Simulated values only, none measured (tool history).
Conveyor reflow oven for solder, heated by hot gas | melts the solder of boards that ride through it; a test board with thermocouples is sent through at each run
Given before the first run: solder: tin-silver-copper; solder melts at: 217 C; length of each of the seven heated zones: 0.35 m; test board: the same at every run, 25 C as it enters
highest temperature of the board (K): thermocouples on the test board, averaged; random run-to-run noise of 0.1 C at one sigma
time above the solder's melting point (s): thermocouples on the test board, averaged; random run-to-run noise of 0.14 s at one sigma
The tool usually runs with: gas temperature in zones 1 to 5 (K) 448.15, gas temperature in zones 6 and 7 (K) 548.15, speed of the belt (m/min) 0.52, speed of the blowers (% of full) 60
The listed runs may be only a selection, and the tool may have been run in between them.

run,day,gas temperature in zones 1 to 5 (K),gas temperature in zones 6 and 7 (K),speed of the belt (m/min),speed of the blowers (% of full),highest temperature of the board (K),time above the solder's melting point (s)
1,0,448.15,548.15,0.52,60,534.65,68.7
2,1.462,448.15,548.15,0.52,60,534.95,68.6
3,2.942,448.15,548.15,0.52,60,534.65,68.8
4,4.308,448.15,548.15,0.52,60,534.95,68.6
5,5.25,448.15,548.15,0.52,60,534.55,68.8
# day 6.8: flux residue cleaned out of gas plates and filters
6,6.821,443.15,548.15,0.52,60,535.85,67.9
7,7.983,448.15,548.15,0.52,76,539.65,72.2
8,9.179,448.15,548.15,0.52,76,539.45,72.2
9,10.354,448.15,548.15,0.52,76,539.45,72.1
10,12.025,448.15,548.15,0.52,58,535.75,69.4
11,13.6,448.15,548.15,0.52,60,536.15,70
12,14.429,448.15,548.15,0.52,60,536.15,70.2
13,15.212,455.15,554.15,0.526,64,542.95,75.3
14,16.779,441.15,559.15,0.488,81,551.15,80.2
15,17.775,448.15,538.15,0.557,60,524.85,58.2
16,18.829,448.15,548.15,0.541,74,537.65,68.1

What will run 17 give?
17,19.562,448.15,548.15,0.614,60,?,?

{"run 17": {"highest temperature of the board (K)": 530.55, "time above the solder's melting point (s)": 55.5}}
With no hidden state in the tool, this same run would have given highest temperature of the board (K) 531.15, time above the solder's melting point (s) 54.9.
